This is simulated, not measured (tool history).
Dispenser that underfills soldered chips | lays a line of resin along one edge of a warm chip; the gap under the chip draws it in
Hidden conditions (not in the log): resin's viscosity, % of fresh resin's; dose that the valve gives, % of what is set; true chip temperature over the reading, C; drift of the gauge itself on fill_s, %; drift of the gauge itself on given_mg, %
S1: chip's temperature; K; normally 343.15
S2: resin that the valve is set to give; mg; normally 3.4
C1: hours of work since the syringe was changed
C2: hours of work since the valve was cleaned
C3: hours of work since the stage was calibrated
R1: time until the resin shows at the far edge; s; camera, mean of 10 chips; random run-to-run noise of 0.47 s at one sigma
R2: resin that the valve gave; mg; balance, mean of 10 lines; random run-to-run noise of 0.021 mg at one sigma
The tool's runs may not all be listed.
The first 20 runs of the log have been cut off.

run	hour	S1	S2	C1	C2	C3	R1	R2
21	77.5	336.15	3.49	2	6	57	54.5	3.47
22	80.6	336.15	3.49	4	8	59	58.4	3.42
# hour 83.4: new syringe of resin
23	83.6	329.15	3.4	0	9	61	70.7	3.36
24	88.6	343.15	3.01	3	12	64	42.3	2.99
25	92.3	336.15	2.98	6	15	66	64	2.93
# hour 93: new syringe of resin
26	95.4	346.15	3.25	2	16	68	34	3.24
27	98.7	350.15	4.34	4	18	70	29.8	4.28
28	101.8	350.15	4.34	5	20	72	32.8	4.26
# hour 102.6: new syringe of resin
29	106.9	338.15	3.69	3	23	75	49.2	3.64
# hour 112.5: new syringe of resin
30	112.5	337.15	3.82	0	27	78	46.7	3.74
31	116.4	337.15	4.35	2	29	80	51.2	4.26
32	120.7	337.15	4.35	5	32	83	56.6	4.27
# hour 122.1: new syringe of resin
33	125	347.15	3.56	2	34	85	32.5	3.45
34	128.5	340.15	3.1	4	36	88	48.6	3
35	130.9	328.15	3.74	5	38	89	87	3.62

Consider 5 possible next runs. They are alternatives, not a sequence: every one starts from the tool as it was left by run 35. What does each give?
# hour 131.7: new syringe of resin
A	136.8	336.15	3.98	3	41	92	?	?
# hour 131.7: new syringe of resin
B	136.8	343.15	4.36	3	41	92	?	?
# hour 131.7: new syringe of resin
C	136.8	332.15	3.4	3	41	92	?	?
# hour 131.7: new syringe of resin
D	136.8	329.15	3.59	3	41	92	?	?
# hour 131.7: new syringe of resin
E	136.8	350.15	4.05	3	41	92	?	?

run	R1	R2
A	54.5	3.88
B	39.8	4.25
C	65.8	3.31
D	76.3	3.52
E	30	3.94
Stripped of hidden state, with their random variation kept, the same runs would have yielded:
run	R1	R2
A	48.6	3.99
B	35.5	4.38
C	58.6	3.41
D	68	3.62
E	26.7	4.06
